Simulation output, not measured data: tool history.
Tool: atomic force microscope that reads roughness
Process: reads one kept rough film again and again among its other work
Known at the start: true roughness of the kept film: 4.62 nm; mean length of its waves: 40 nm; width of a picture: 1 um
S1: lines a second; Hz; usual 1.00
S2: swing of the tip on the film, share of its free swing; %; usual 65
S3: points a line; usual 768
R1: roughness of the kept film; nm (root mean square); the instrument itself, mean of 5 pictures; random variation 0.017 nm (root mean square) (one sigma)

{"run": 1, "day": 0.0, "S1": 1.0, "S2": 65, "S3": 768, "R1": 4.166}
{"run": 2, "day": 1.417, "S1": 1.0, "S2": 65, "S3": 768, "R1": 3.956}
{"run": 3, "day": 3.438, "S1": 1.0, "S2": 65, "S3": 768, "R1": 3.715}
{"run": 4, "day": 4.879, "S1": 1.0, "S2": 65, "S3": 984, "R1": 3.563}
{"day": 5.167, "done": "new tip fitted"}
{"run": 5, "day": 6.554, "S1": 1.62, "S2": 65, "S3": 768, "R1": 3.931}
{"run": 6, "day": 8.317, "S1": 1.0, "S2": 65, "S3": 768, "R1": 3.76}
{"day": 8.542, "done": "height scale calibrated on a step standard"}
{"day": 10.4, "done": "new tip fitted"}
{"run": 7, "day": 11.492, "S1": 2.65, "S2": 59, "S3": 768, "R1": 3.961}
{"run": 8, "day": 14.546, "S1": 0.98, "S2": 85, "S3": 646, "R1": 3.453}
{"day": 15.704, "done": "new tip fitted"}
{"run": 9, "day": 17.471, "S1": 0.98, "S2": 85, "S3": 646, "R1": 3.854}
{"day": 18.75, "done": "height scale calibrated on a step standard, once more"}
{"run": 10, "day": 20.196, "S1": 0.98, "S2": 85, "S3": 646, "R1": 3.501}
{"day": 21.1, "done": "new tip fitted"}
{"run": 11, "day": 21.492, "S1": 1.0, "S2": 67, "S3": 456, "R1": 4.087}

Measured less the same run without the tool's hidden state. The same run-to-run variation is in both; the gauge's scatter may not be:
The hidden state here: radius of the tip, nm; height scale over the true one, %; drift of the gauge itself on roughness_nm, %.
run=1 R1=-0.003
run=2 R1=-0.213
run=3 R1=-0.451
run=4 R1=-0.617
run=5 R1=-0.202
run=6 R1=-0.424
run=7 R1=-0.148
run=8 R1=-0.528
run=9 R1=-0.182
run=10 R1=-0.495
run=11 R1=-0.103

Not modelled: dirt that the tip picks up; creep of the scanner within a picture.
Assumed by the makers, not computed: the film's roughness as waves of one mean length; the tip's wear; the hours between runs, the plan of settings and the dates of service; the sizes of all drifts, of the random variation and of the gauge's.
